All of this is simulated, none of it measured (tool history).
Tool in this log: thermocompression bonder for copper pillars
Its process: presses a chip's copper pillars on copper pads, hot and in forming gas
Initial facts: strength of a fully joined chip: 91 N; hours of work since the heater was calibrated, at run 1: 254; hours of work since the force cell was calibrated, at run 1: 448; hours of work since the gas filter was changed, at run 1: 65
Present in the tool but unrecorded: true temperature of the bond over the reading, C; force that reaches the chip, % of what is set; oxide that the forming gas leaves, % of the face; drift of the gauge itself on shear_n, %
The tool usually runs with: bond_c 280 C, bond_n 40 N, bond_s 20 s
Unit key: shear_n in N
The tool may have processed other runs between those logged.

run	hour	bond_c	bond_n	bond_s	hours of work since the heater was calibrated	hours of work since the force cell was calibrated	hours of work since the gas filter was changed	shear_n
1	0	280	40	20	254	448	65	34.6
2	48.8	280	40	20	274	468	86	35
3	115.7	280	51	20	302	496	114	42.5
4	196	280	51	20	336	530	147	42.5
5	243.2	280	51	20	356	550	167	42.7
6	284.2	280	51	20	373	567	184	42.3
7	325.8	280	51	20	390	584	202	42.2
# hour 353.6: forming gas filter changed
8	394.1	280	40	20	418	613	17	36.2
9	472	280	40	20	451	645	50	36.5
10	558.2	280	40	20	487	682	86	36
11	633.6	280	40	20	519	713	117	35.1
12	702.9	280	40	20	548	742	146	35
13	769.3	280	40	20	576	770	174	35.4
14	844.9	280	40	20	607	802	206	35.2
# hour 866.2: forming gas filter changed
15	890.7	280	40	20	626	821	10	37.1
# hour 898.8: heater calibrated with a thermocouple chip
16	945.2	280	40	20	19	842	32	38.4
17	1000.7	280	25	20	43	866	55	23.7
# hour 1026.9: force cell calibrated
18	1090	280	40	20	79	26	92	36.7
19	1158.5	280	40	20	108	55	121	35.7
# hour 1196.1: heater calibrated with a thermocouple chip, once more
20	1235.5	267	30	12	16	86	152	14.7
21	1295.1	280	36	11	41	111	177	23.8
22	1369.7	256	52	10	73	143	208	21.2
# hour 1382.5: forming gas filter changed
23	1450.2	272	44	20	106	176	28	33.5
24	1533.8	272	44	20	141	211	63	34.1
25	1581.7	277	51	35	161	231	83	51.3
26	1672.4	278	59	48	199	269	121	61.6
27	1715.3	291	25	37	217	287	139	32
28	1800.4	291	25	37	253	323	175	32.8
29	1885.2	291	25	52	288	358	210	36.9
# hour 1896.8: forming gas filter changed
30	1968.2	280	56	20	323	393	30	49.3
31	2042	280	56	20	354	424	61	49.3
32	2117.8	279	38	18	385	455	92	32.6
33	2164.9	280	33	16	405	475	112	26.8
34	2253.8	265	39	20	442	512	149	27.6
35	2325.4	280	40	20	472	542	179	35.2
36	2385.7	280	40	20	498	568	205	35.6
# hour 2408.1: forming gas filter changed
37	2427	280	40	20	515	585	8	38.5

Hidden state at the last listed run before each entry between runs and at the first one after, where it differs:
Runs 7 to 8: forming gas filter changed (hour 353.6)
  true temperature of the bond over the reading, C: 2 -> 2.2; force that reaches the chip, % of what is set: 103.5 -> 103.7; oxide that the forming gas leaves, % of the face: 8.08 -> 1.25
  measured value less the no-hidden-state value, shear_n: -0.9 -> +2.3 N
Runs 14 to 15: forming gas filter changed (hour 866.2)
  true temperature of the bond over the reading, C: 3.6 -> 3.7; force that reaches the chip, % of what is set: 104.7 -> 104.8; oxide that the forming gas leaves, % of the face: 8.19 -> 0.88
  measured value less the no-hidden-state value, shear_n: +0.8 -> +3.7 N
Runs 15 to 16: heater calibrated with a thermocouple chip (hour 898.8)
  true temperature of the bond over the reading, C: 3.7 -> 5.7; force that reaches the chip, % of what is set: 104.8 -> 105; oxide that the forming gas leaves, % of the face: 0.88 -> 1.75
  measured value less the no-hidden-state value, shear_n: +3.7 -> +4.5 N
Runs 17 to 18: force cell calibrated (hour 1026.9)
  true temperature of the bond over the reading, C: 5.9 -> 6.1; force that reaches the chip, % of what is set: 105.1 -> 100.9; oxide that the forming gas leaves, % of the face: 2.59 -> 3.81
  measured value less the no-hidden-state value, shear_n: +3 -> +2.5 N
Runs 19 to 20: heater calibrated with a thermocouple chip, once more (hour 1196.1)
  true temperature of the bond over the reading, C: 6.4 -> 1; force that reaches the chip, % of what is set: 101.1 -> 101.2; oxide that the forming gas leaves, % of the face: 4.77 -> 6.03
  measured value less the no-hidden-state value, shear_n: +2.4 -> -0.4 N
Runs 22 to 23: forming gas filter changed (hour 1382.5)
  true temperature of the bond over the reading, C: 1.4 -> 1.6; force that reaches the chip, % of what is set: 101.6 -> 101.7; oxide that the forming gas leaves, % of the face: 8.04 -> 1.49
  measured value less the no-hidden-state value, shear_n: -0.7 -> +1.1 N
Runs 29 to 30: forming gas filter changed (hour 1896.8)
  true temperature of the bond over the reading, C: 3 -> 3.2; force that reaches the chip, % of what is set: 102.7 -> 102.9; oxide that the forming gas leaves, % of the face: 7.89 -> 1.69
  measured value less the no-hidden-state value, shear_n: -0.2 -> +2.8 N
Runs 36 to 37: forming gas filter changed (hour 2408.1)
  true temperature of the bond over the reading, C: 4.5 -> 4.6; force that reaches the chip, % of what is set: 103.9 -> 104; oxide that the forming gas leaves, % of the face: 8.02 -> 0.82
  measured value less the no-hidden-state value, shear_n: +1 -> +3.9 N

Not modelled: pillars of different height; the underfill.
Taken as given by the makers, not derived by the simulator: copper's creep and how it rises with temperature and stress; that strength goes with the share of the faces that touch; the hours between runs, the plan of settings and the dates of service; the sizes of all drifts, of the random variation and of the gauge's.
